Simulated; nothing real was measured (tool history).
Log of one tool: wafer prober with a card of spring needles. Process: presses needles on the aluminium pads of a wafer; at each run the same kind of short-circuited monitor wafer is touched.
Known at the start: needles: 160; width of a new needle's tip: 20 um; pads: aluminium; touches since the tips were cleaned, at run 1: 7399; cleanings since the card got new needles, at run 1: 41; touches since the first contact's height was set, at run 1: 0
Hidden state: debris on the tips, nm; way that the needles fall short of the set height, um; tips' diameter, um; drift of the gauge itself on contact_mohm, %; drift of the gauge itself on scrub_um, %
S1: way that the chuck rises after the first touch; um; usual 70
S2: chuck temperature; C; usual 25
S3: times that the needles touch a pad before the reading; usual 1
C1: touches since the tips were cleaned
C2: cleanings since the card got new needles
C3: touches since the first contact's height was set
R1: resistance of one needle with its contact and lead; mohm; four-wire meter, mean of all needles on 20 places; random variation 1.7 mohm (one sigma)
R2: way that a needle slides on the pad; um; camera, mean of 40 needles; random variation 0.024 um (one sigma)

run 1 hour=0.0 | S1=70 S2=25 S3=1 | C1=7399 C2=41 C3=0 | R1=172 R2=13.38
-- hour=4.9 tips cleaned on abrasive film
-- hour=28.4 tips cleaned on abrasive film
run 2 hour=42.2 | S1=69 S2=25 S3=1 | C1=4568 C2=43 C3=13906 | R1=173 R2=13.23
-- hour=54.6 tips cleaned on abrasive film
-- hour=78.3 tips cleaned on abrasive film
run 3 hour=92.3 | S1=62 S2=25 S3=1 | C1=4659 C2=45 C3=30451 | R1=173 R2=11.89
-- hour=104.2 tips cleaned on abrasive film
run 4 hour=122.8 | S1=62 S2=25 S3=1 | C1=6156 C2=46 C3=40515 | R1=177 R2=11.89
-- hour=128.7 tips cleaned on abrasive film
-- hour=151.8 tips cleaned on abrasive film
run 5 hour=169.7 | S1=70 S2=25 S3=1 | C1=5932 C2=48 C3=55992 | R1=173 R2=13.47
-- hour=177.9 tips cleaned on abrasive film
-- hour=204.1 tips cleaned on abrasive film
run 6 hour=211.2 | S1=70 S2=25 S3=1 | C1=2329 C2=50 C3=69645 | R1=177 R2=13.43
-- hour=227.2 tips cleaned on abrasive film
-- hour=251.7 tips cleaned on abrasive film
run 7 hour=259.7 | S1=70 S2=25 S3=1 | C1=2641 C2=52 C3=85648 | R1=174 R2=13.47
-- hour=275.1 tips cleaned on abrasive film
-- hour=299.0 tips cleaned on abrasive film
run 8 hour=301.1 | S1=51 S2=25 S3=1 | C1=710 C2=54 C3=99312 | R1=180 R2=9.87
-- hour=322.9 tips cleaned on abrasive film
run 9 hour=337.1 | S1=51 S2=25 S3=1 | C1=4723 C2=55 C3=111211 | R1=178 R2=9.83
-- hour=348.7 tips cleaned on abrasive film
-- hour=356.8 height of the first contact set anew
-- hour=376.5 tips cleaned on abrasive film
run 10 hour=386.0 | S1=51 S2=25 S3=1 | C1=3148 C2=57 C3=9638 | R1=180 R2=9.87
-- hour=402.3 tips cleaned on abrasive film
-- hour=428.0 tips cleaned on abrasive film
run 11 hour=436.9 | S1=51 S2=25 S3=1 | C1=2934 C2=59 C3=26425 | R1=179 R2=9.82
-- hour=452.8 tips cleaned on abrasive film
run 12 hour=460.8 | S1=51 S2=25 S3=1 | C1=2670 C2=60 C3=34322 | R1=179 R2=9.87
-- hour=478.1 tips cleaned on abrasive film
run 13 hour=495.4 | S1=51 S2=25 S3=1 | C1=5708 C2=61 C3=45734 | R1=180 R2=9.89
-- hour=503.4 tips cleaned on abrasive film
-- hour=526.6 tips cleaned on abrasive film
run 14 hour=543.8 | S1=70 S2=75 S3=1 | C1=5670 C2=63 C3=61696 | R1=183 R2=13.58
-- hour=553.6 tips cleaned on abrasive film
-- hour=579.3 tips cleaned on abrasive film
run 15 hour=587.9 | S1=67 S2=25 S3=1 | C1=2859 C2=65 C3=76266 | R1=177 R2=13.01
-- hour=605.5 tips cleaned on abrasive film
-- hour=629.1 tips cleaned on abrasive film
run 16 hour=629.1 | S1=67 S2=25 S3=1 | C1=0 C2=67 C3=89833 | R1=173 R2=13.02
-- hour=654.2 tips cleaned on abrasive film
run 17 hour=672.1 | S1=89 S2=84 S3=1 | C1=5942 C2=68 C3=104057 | R1=182 R2=17.33
-- hour=680.7 tips cleaned on abrasive film
-- hour=705.5 tips cleaned on abrasive film
-- hour=715.0 height of the first contact set anew
run 18 hour=717.1 | S1=56 S2=51 S3=1 | C1=3741 C2=70 C3=704 | R1=181 R2=10.91
-- hour=733.4 tips cleaned on abrasive film
run 19 hour=752.5 | S1=63 S2=51 S3=1 | C1=6333 C2=71 C3=12399 | R1=182 R2=12.31
-- hour=760.1 tips cleaned on abrasive film
-- hour=784.3 tips cleaned on abrasive film
run 20 hour=790.3 | S1=71 S2=25 S3=2 | C1=1968 C2=73 C3=24834 | R1=175 R2=13.87
-- hour=809.2 tips cleaned on abrasive film
run 21 hour=828.9 | S1=67 S2=25 S3=1 | C1=6514 C2=74 C3=37590 | R1=175 R2=13.07
-- hour=835.7 tips cleaned on abrasive film
-- hour=860.4 tips cleaned on abrasive film
run 22 hour=881.3 | S1=70 S2=25 S3=1 | C1=6932 C2=76 C3=54906 | R1=176 R2=13.72
-- hour=885.7 tips cleaned on abrasive film
-- hour=909.7 tips cleaned on abrasive film
run 23 hour=931.1 | S1=70 S2=25 S3=1 | C1=7084 C2=78 C3=71311 | R1=173 R2=13.70
-- hour=934.1 tips cleaned on abrasive film
-- hour=959.2 tips cleaned on abrasive film
run 24 hour=960.1 | S1=70 S2=25 S3=1 | C1=301 C2=80 C3=80862 | R1=174 R2=13.77
-- hour=984.3 tips cleaned on abrasive film
run 25 hour=984.3 | S1=55 S2=31 S3=1 | C1=0 C2=81 C3=88853 | R1=179 R2=10.81
-- hour=1009.1 tips cleaned on abrasive film
run 26 hour=1013.6 | S1=55 S2=31 S3=1 | C1=1498 C2=82 C3=98514 | R1=180 R2=10.77
-- hour=1032.9 tips cleaned on abrasive film
run 27 hour=1050.4 | S1=70 S2=122 S3=1 | C1=5797 C2=83 C3=110669 | R1=194 R2=13.72
-- hour=1057.9 tips cleaned on abrasive film
-- hour=1070.4 height of the first contact set anew
-- hour=1083.2 tips cleaned on abrasive film
run 28 hour=1083.2 | S1=70 S2=122 S3=1 | C1=0 C2=85 C3=4203 | R1=191 R2=13.77
-- hour=1108.4 tips cleaned on abrasive film
-- hour=1132.7 tips cleaned on abrasive film
run 29 hour=1132.9 | S1=56 S2=122 S3=1 | C1=61 C2=87 C3=20593 | R1=199 R2=11.04
-- hour=1157.3 tips cleaned on abrasive film
run 30 hour=1161.1 | S1=56 S2=122 S3=1 | C1=1249 C2=88 C3=29887 | R1=200 R2=11.03
-- hour=1181.5 tips cleaned on abrasive film
-- hour=1193.4 gauge calibrated
run 31 hour=1200.3 | S1=56 S2=43 S3=1 | C1=6224 C2=89 C3=42840 | R1=180 R2=10.75

Hidden state at the last listed run before each entry between runs and at the first one after, where it differs:
Between runs 1 and 2: tips cleaned on abrasive film (hour 4.9); tips cleaned on abrasive film (hour 28.4)
  drift of the gauge itself on scrub_um, %: 0 -> 0.1
  measured less the result without the state, R2: +0.00 -> +0.01 um
Between runs 2 and 3: tips cleaned on abrasive film (hour 54.6); tips cleaned on abrasive film (hour 78.3)
  drift of the gauge itself on scrub_um, %: 0.1 -> 0.23
  measured less the result without the state, R2: +0.01 -> +0.02 um
Between runs 3 and 4: tips cleaned on abrasive film (hour 104.2)
  drift of the gauge itself on scrub_um, %: 0.23 -> 0.3
  measured less the result without the state, R2: +0.02 -> +0.03 um
Between runs 4 and 5: tips cleaned on abrasive film (hour 128.7); tips cleaned on abrasive film (hour 151.8)
  drift of the gauge itself on scrub_um, %: 0.3 -> 0.42
  measured less the result without the state, R2: +0.03 -> +0.05 um
Between runs 5 and 6: tips cleaned on abrasive film (hour 177.9); tips cleaned on abrasive film (hour 204.1)
  debris on the tips, nm: 0.2 -> 0.1; drift of the gauge itself on scrub_um, %: 0.42 -> 0.52
  measured less the result without the state, R2: +0.05 -> +0.06 um
Between runs 6 and 7: tips cleaned on abrasive film (hour 227.2); tips cleaned on abrasive film (hour 251.7)
  drift of the gauge itself on scrub_um, %: 0.52 -> 0.64
  measured less the result without the state, R2: +0.06 -> +0.08 um
Between runs 7 and 8: tips cleaned on abrasive film (hour 275.1); tips cleaned on abrasive film (hour 299.0)
  drift of the gauge itself on scrub_um, %: 0.64 -> 0.74
  measured less the result without the state, R2: +0.08 -> +0.07 um
Between runs 8 and 9: tips cleaned on abrasive film (hour 322.9)
  debris on the tips, nm: 0.1 -> 0.2; drift of the gauge itself on scrub_um, %: 0.74 -> 0.83
  measured less the result without the state, R2: +0.07 -> +0.08 um
Between runs 9 and 10: tips cleaned on abrasive film (hour 348.7); height of the first contact set anew (hour 356.8); tips cleaned on abrasive film (hour 376.5)
  debris on the tips, nm: 0.2 -> 0.1; drift of the gauge itself on scrub_um, %: 0.83 -> 0.95
  measured less the result without the state, R2: +0.08 -> +0.10 um
Between runs 10 and 11: tips cleaned on abrasive film (hour 402.3); tips cleaned on abrasive film (hour 428.0)
  drift of the gauge itself on scrub_um, %: 0.95 -> 1.08
  measured less the result without the state, R2: +0.10 -> +0.10 um
Between runs 11 and 12: tips cleaned on abrasive film (hour 452.8)
  drift of the gauge itself on scrub_um, %: 1.08 -> 1.14
  measured less the result without the state, R2: +0.10 -> +0.11 um
Between runs 12 and 13: tips cleaned on abrasive film (hour 478.1)
  debris on the tips, nm: 0.1 -> 0.2; drift of the gauge itself on scrub_um, %: 1.14 -> 1.22
  measured less the result without the state, R2: +0.11 -> +0.12 um
Between runs 13 and 14: tips cleaned on abrasive film (hour 503.4); tips cleaned on abrasive film (hour 526.6)
  drift of the gauge itself on scrub_um, %: 1.22 -> 1.34
  measured less the result without the state, R2: +0.12 -> +0.18 um
Between runs 14 and 15: tips cleaned on abrasive film (hour 553.6); tips cleaned on abrasive film (hour 579.3)
  debris on the tips, nm: 0.2 -> 0.1; drift of the gauge itself on scrub_um, %: 1.34 -> 1.45
  measured less the result without the state, R2: +0.18 -> +0.19 um
Between runs 15 and 16: tips cleaned on abrasive film (hour 605.5); tips cleaned on abrasive film (hour 629.1)
  debris on the tips, nm: 0.1 -> 0; drift of the gauge itself on scrub_um, %: 1.45 -> 1.55
  measured less the result without the state, R2: +0.19 -> +0.20 um
Between runs 16 and 17: tips cleaned on abrasive film (hour 654.2)
  debris on the tips, nm: 0 -> 0.2; drift of the gauge itself on scrub_um, %: 1.55 -> 1.66
  measured less the result without the state, R2: +0.20 -> +0.28 um
Between runs 17 and 18: tips cleaned on abrasive film (hour 680.7); tips cleaned on abrasive film (hour 705.5); height of the first contact set anew (hour 715.0)
  debris on the tips, nm: 0.2 -> 0.1; drift of the gauge itself on scrub_um, %: 1.66 -> 1.77
  measured less the result without the state, R2: +0.28 -> +0.19 um
Between runs 18 and 19: tips cleaned on abrasive film (hour 733.4)
  debris on the tips, nm: 0.1 -> 0.2; drift of the gauge itself on scrub_um, %: 1.77 -> 1.86
  measured less the result without the state, R2: +0.19 -> +0.22 um
Between runs 19 and 20: tips cleaned on abrasive film (hour 760.1); tips cleaned on abrasive film (hour 784.3)
  debris on the tips, nm: 0.2 -> 0.1; drift of the gauge itself on scrub_um, %: 1.86 -> 1.95
  measured less the result without the state, R2: +0.22 -> +0.26 um
Between runs 20 and 21: tips cleaned on abrasive film (hour 809.2)
  debris on the tips, nm: 0.1 -> 0.2; drift of the gauge itself on scrub_um, %: 1.95 -> 2.05
  measured less the result without the state, R2: +0.26 -> +0.26 um
Between runs 21 and 22: tips cleaned on abrasive film (hour 835.7); tips cleaned on abrasive film (hour 860.4)
  drift of the gauge itself on scrub_um, %: 2.05 -> 2.18
  measured less the result without the state, R2: +0.26 -> +0.29 um
Between runs 22 and 23: tips cleaned on abrasive film (hour 885.7); tips cleaned on abrasive film (hour 909.7)
  drift of the gauge itself on scrub_um, %: 2.18 -> 2.3
  measured less the result without the state, R2: +0.29 -> +0.31 um
Between runs 23 and 24: tips cleaned on abrasive film (hour 934.1); tips cleaned on abrasive film (hour 959.2)
  debris on the tips, nm: 0.2 -> 0; drift of the gauge itself on scrub_um, %: 2.3 -> 2.37
  measured less the result without the state, R2: +0.31 -> +0.32 um
Between runs 24 and 25: tips cleaned on abrasive film (hour 984.3)
  drift of the gauge itself on scrub_um, %: 2.37 -> 2.43
  measured less the result without the state, R2: +0.32 -> +0.25 um
Between runs 25 and 26: tips cleaned on abrasive film (hour 1009.1)
  debris on the tips, nm: 0 -> 0.1; drift of the gauge itself on scrub_um, %: 2.43 -> 2.5
  measured less the result without the state, R2: +0.25 -> +0.27 um
Between runs 26 and 27: tips cleaned on abrasive film (hour 1032.9)
  debris on the tips, nm: 0.1 -> 0.2; tips' diameter, um: 20 -> 20.01; drift of the gauge itself on scrub_um, %: 2.5 -> 2.59
  measured less the result without the state, R2: +0.27 -> +0.35 um
Between runs 27 and 28: tips cleaned on abrasive film (hour 1057.9); height of the first contact set anew (hour 1070.4); tips cleaned on abrasive film (hour 1083.2)
  debris on the tips, nm: 0.2 -> 0; drift of the gauge itself on scrub_um, %: 2.59 -> 2.67
  measured less the result without the state, R2: +0.35 -> +0.36 um
Between runs 28 and 29: tips cleaned on abrasive film (hour 1108.4); tips cleaned on abrasive film (hour 1132.7)
  drift of the gauge itself on scrub_um, %: 2.67 -> 2.8
  measured less the result without the state, R2: +0.36 -> +0.30 um
Between runs 29 and 30: tips cleaned on abrasive film (hour 1157.3)
  debris on the tips, nm: 0 -> 0.1; drift of the gauge itself on scrub_um, %: 2.8 -> 2.87
  measured less the result without the state, R2: +0.30 -> +0.30 um
Between runs 30 and 31: tips cleaned on abrasive film (hour 1181.5); gauge calibrated (hour 1193.4)
  debris on the tips, nm: 0.1 -> 0.2; drift of the gauge itself on scrub_um, %: 2.87 -> 0.02
  measured less the result without the state, R2: +0.30 -> +0.00 um
